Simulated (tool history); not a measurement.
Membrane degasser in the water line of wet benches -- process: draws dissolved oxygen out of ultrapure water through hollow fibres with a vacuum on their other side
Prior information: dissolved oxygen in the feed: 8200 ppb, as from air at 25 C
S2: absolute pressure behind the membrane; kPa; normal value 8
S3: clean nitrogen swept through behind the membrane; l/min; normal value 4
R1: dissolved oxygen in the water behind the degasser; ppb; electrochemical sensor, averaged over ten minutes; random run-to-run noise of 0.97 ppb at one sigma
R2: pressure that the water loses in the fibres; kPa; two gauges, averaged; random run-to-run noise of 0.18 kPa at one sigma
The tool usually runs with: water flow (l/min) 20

run 1 day=0 | water_flow_(l/min)=20 S2=8 S3=4 | R1=101.4 R2=36.76
run 2 day=3.079 | water_flow_(l/min)=20 S2=8 S3=4 | R1=100.4 R2=36.68
run 3 day=6.325 | water_flow_(l/min)=20 S2=8 S3=2.1 | R1=149.2 R2=36.84
run 4 day=10.792 | water_flow_(l/min)=20 S2=8 S3=2.1 | R1=147.1 R2=36.84
run 5 day=15.642 | water_flow_(l/min)=20 S2=8 S3=2.1 | R1=149.8 R2=36.77
run 6 day=20.525 | water_flow_(l/min)=20 S2=8 S3=2.1 | R1=152.3 R2=37.4
run 7 day=23.25 | water_flow_(l/min)=20 S2=8 S3=2.1 | R1=151.9 R2=36.83
run 8 day=26.375 | water_flow_(l/min)=20 S2=8 S3=2.1 | R1=150.7 R2=37.21
run 9 day=29.567 | water_flow_(l/min)=20 S2=8 S3=2.1 | R1=152.4 R2=36.83
run 10 day=32.788 | water_flow_(l/min)=20 S2=8 S3=2.1 | R1=151.4 R2=36.97
run 11 day=36.658 | water_flow_(l/min)=19 S2=8 S3=2.1 | R1=140.4 R2=35.2
-- day=37.254 vacuum gauge calibrated
run 12 day=39.288 | water_flow_(l/min)=19 S2=8 S3=2.1 | R1=138.7 R2=35.15
run 13 day=43.442 | water_flow_(l/min)=20 S2=8 S3=4 | R1=101 R2=36.98
run 14 day=48.208 | water_flow_(l/min)=20 S2=8 S3=4 | R1=101.3 R2=37.35
run 15 day=51.933 | water_flow_(l/min)=20 S2=8 S3=4 | R1=103.3 R2=37.12
run 16 day=56.833 | water_flow_(l/min)=20 S2=8 S3=4 | R1=101.3 R2=37.37
run 17 day=60.267 | water_flow_(l/min)=20 S2=8 S3=4 | R1=101.8 R2=37.17
run 18 day=63.342 | water_flow_(l/min)=13 S2=9.74 S3=4 | R1=65 R2=23.98
run 19 day=67.071 | water_flow_(l/min)=13 S2=9.74 S3=4 | R1=66.2 R2=24.54
run 20 day=71.304 | water_flow_(l/min)=13 S2=9.74 S3=4 | R1=65 R2=24.28
run 21 day=76.442 | water_flow_(l/min)=13 S2=9.94 S3=3.44 | R1=77.8 R2=24.32
run 22 day=80.996 | water_flow_(l/min)=13 S2=9.94 S3=3.44 | R1=76.5 R2=24.07
run 23 day=84.383 | water_flow_(l/min)=15 S2=18.83 S3=3.54 | R1=184 R2=27.72
run 24 day=88.829 | water_flow_(l/min)=15 S2=18.83 S3=5.18 | R1=133 R2=27.76
run 25 day=93.217 | water_flow_(l/min)=15 S2=18.83 S3=5.18 | R1=133.3 R2=27.7
run 26 day=95.521 | water_flow_(l/min)=15 S2=18.83 S3=5.18 | R1=134.1 R2=28.43
run 27 day=99.958 | water_flow_(l/min)=22 S2=19.29 S3=4.82 | R1=233.2 R2=41.11
run 28 day=102.462 | water_flow_(l/min)=13 S2=18.84 S3=4.82 | R1=118 R2=24.49
run 29 day=106.775 | water_flow_(l/min)=13 S2=18.84 S3=4.82 | R1=120.7 R2=24.02
run 30 day=109.954 | water_flow_(l/min)=22 S2=19.01 S3=4 | R1=265.8 R2=41.39
run 31 day=114.246 | water_flow_(l/min)=22 S2=19.01 S3=4 | R1=261.9 R2=41.27

Measured minus without-hidden-state, run by run (identical run-to-run variation in each term; gauge scatter may differ):
The hidden state here: membrane still open, %; true pressure behind the membrane over the reading, kPa; air that leaks in behind the membrane, l/min; drift of the gauge itself on oxygen_ppb, %; drift of the gauge itself on loss_of_pressure_kpa, %.
run=1 R1=+7.7 R2=+1.17
run=2 R1=+7.9 R2=+1.19
run=3 R1=+8.8 R2=+1.21
run=4 R1=+8.9 R2=+1.24
run=5 R1=+9.3 R2=+1.26
run=6 R1=+9.7 R2=+1.3
run=7 R1=+9.8 R2=+1.31
run=8 R1=+9.9 R2=+1.34
run=9 R1=+10.2 R2=+1.35
run=10 R1=+10.3 R2=+1.37
run=11 R1=+9.6 R2=+1.32
run=12 R1=+8.5 R2=+1.34
run=13 R1=+9 R2=+1.44
run=14 R1=+9.2 R2=+1.46
run=15 R1=+9.5 R2=+1.5
run=16 R1=+9.6 R2=+1.52
run=17 R1=+9.8 R2=+1.55
run=18 R1=+4.3 R2=+1.01
run=19 R1=+4.4 R2=+1.03
run=20 R1=+4.4 R2=+1.04
run=21 R1=+4.9 R2=+1.06
run=22 R1=+5 R2=+1.08
run=23 R1=+8.2 R2=+1.26
run=24 R1=+7.4 R2=+1.29
run=25 R1=+7.6 R2=+1.29
run=26 R1=+7.8 R2=+1.33
run=27 R1=+15.1 R2=+1.96
run=28 R1=+6.4 R2=+1.17
run=29 R1=+6.7 R2=+1.18
run=30 R1=+16.2 R2=+2.03
run=31 R1=+16.2 R2=+2.07
